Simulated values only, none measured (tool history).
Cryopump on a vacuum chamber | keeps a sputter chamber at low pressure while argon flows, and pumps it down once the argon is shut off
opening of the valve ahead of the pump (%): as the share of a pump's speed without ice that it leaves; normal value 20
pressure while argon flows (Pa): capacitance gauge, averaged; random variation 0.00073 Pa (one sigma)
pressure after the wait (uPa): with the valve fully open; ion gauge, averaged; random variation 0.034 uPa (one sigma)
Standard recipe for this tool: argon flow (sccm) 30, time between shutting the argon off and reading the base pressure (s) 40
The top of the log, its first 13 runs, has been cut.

| run | hour | argon flow (sccm) | time between shutting the argon off and reading the base pressure (s) | opening of the valve ahead of the pump (%) | pressure while argon flows (Pa) | pressure after the wait (uPa) |
|---|---|---|---|---|---|---|
| 14 | 150.6 | 30 | 40 | 20 | 0.1363 | 2.60 |
| 15 | 164.6 | 30 | 40 | 20 | 0.1365 | 2.59 |
| 16 | 180.5 | 30 | 40 | 20 | 0.1361 | 2.65 |
| 17 | 196.9 | 30 | 105 | 20 | 0.1364 | 1.65 |
| 18 | 208.4 | 30 | 105 | 20 | 0.1379 | 1.64 |
| 19 | 222.1 | 30 | 31 | 20 | 0.1372 | 3.14 |
| 20 | 232.4 | 30 | 44 | 48 | 0.0605 | 2.60 |
| 21 | 242.3 | 47 | 152 | 50 | 0.0919 | 1.52 |
| 22 | 255.4 | 13 | 38 | 50 | 0.0258 | 2.84 |
| 23 | 268.2 | 13 | 38 | 50 | 0.0254 | 2.79 |
| 24 | 283.7 | 39 | 66 | 50 | 0.0774 | 2.09 |
| 25 | 300.3 | 29 | 118 | 20 | 0.1341 | 1.64 |
| 26 | 307.0 | 24 | 126 | 22 | 0.1025 | 1.66 |
| 27 | 322.8 | 15 | 60 | 20 | 0.0698 | 2.25 |
| 28 | 331.0 | 25 | 23 | 32 | 0.0752 | 3.94 |
| 29 | 345.4 | 25 | 23 | 32 | 0.0756 | 4.01 |
| 30 | 361.2 | 25 | 23 | 32 | 0.0757 | 4.08 |
| 31 | 372.2 | 25 | 23 | 32 | 0.0757 | 3.96 |
| 32 | 384.3 | 25 | 53 | 57 | 0.0454 | 2.43 |
| 33 | 395.3 | 15 | 35 | 55 | 0.0290 | 3.03 |

Alternative continuations, all from the tool just after run 33; predict every row:
| A | 410.3 | 26 | 26 | 49 | ? | ? |
| B | 410.3 | 57 | 35 | 55 | ? | ? |
| C | 410.3 | 48 | 97 | 24 | ? | ? |
| D | 410.3 | 30 | 40 | 29 | ? | ? |

| run | pressure while argon flows (Pa) | pressure after the wait (uPa) |
|---|---|---|
| A | 0.0549 | 3.81 |
| B | 0.1091 | 3.25 |
| C | 0.1906 | 1.89 |
| D | 0.1001 | 2.99 |
Had the tool no hidden state, the same runs would have come out as:
| run | pressure while argon flows (Pa) | pressure after the wait (uPa) |
|---|---|---|
| A | 0.0472 | 2.71 |
| B | 0.0923 | 2.12 |
| C | 0.1765 | 0.82 |
| D | 0.0913 | 1.86 |
